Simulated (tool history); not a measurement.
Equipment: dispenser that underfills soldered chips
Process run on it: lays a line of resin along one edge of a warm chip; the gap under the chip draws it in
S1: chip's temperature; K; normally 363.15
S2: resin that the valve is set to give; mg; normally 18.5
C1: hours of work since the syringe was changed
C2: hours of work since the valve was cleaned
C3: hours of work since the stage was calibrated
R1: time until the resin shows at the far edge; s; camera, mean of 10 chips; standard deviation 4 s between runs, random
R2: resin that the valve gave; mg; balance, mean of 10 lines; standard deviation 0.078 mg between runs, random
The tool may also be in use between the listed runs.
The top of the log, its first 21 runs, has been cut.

run	day	S1	S2	C1	C2	C3	R1	R2
# day 7.079: new syringe of resin
22	7.404	374.15	16.8	6	16	297	492.0	16.58
# day 7.446: new syringe of resin
# day 7.812: new syringe of resin
23	7.821	374.15	16.8	0	23	304	312.2	16.54
# day 8.183: new syringe of resin
24	8.283	367.15	18.6	2	31	311	439.7	18.15
25	8.496	354.15	22.8	5	34	315	904.7	22.29
# day 8.567: new syringe of resin
26	8.729	368.15	19.5	3	38	319	463.3	18.89
# day 8.938: new syringe of resin
27	9.012	368.15	19.5	1	43	324	409.1	18.90
# day 9.317: new syringe of resin
28	9.317	368.15	22.8	0	48	329	356.5	22.16
29	9.538	368.15	22.8	4	52	332	502.9	22.18
# day 9.683: new syringe of resin
30	9.942	356.15	19.4	4	58	339	786.6	18.50
# day 10.054: new syringe of resin
31	10.262	356.15	18.8	4	64	344	738.2	18.03

Predict each of these 4 candidate next runs independently; none follows another, all start after run 31:
# day 10.438: new syringe of resin
A	10.621	377.15	19.4	3	70	350	?	?
# day 10.438: new syringe of resin
B	10.621	356.15	17.1	3	70	350	?	?
# day 10.438: new syringe of resin
C	10.621	350.15	16.6	3	70	350	?	?
# day 10.438: new syringe of resin
D	10.621	376.15	16.9	3	70	350	?	?

run	R1	R2
A	370.3	18.40
B	739.4	16.38
C	925.5	15.88
D	392.9	16.08
Take away the tool's hidden state, keep each run's random variation, and the runs would have read:
run	R1	R2
A	263.0	19.32
B	517.6	17.19
C	645.2	16.67
D	276.8	16.88

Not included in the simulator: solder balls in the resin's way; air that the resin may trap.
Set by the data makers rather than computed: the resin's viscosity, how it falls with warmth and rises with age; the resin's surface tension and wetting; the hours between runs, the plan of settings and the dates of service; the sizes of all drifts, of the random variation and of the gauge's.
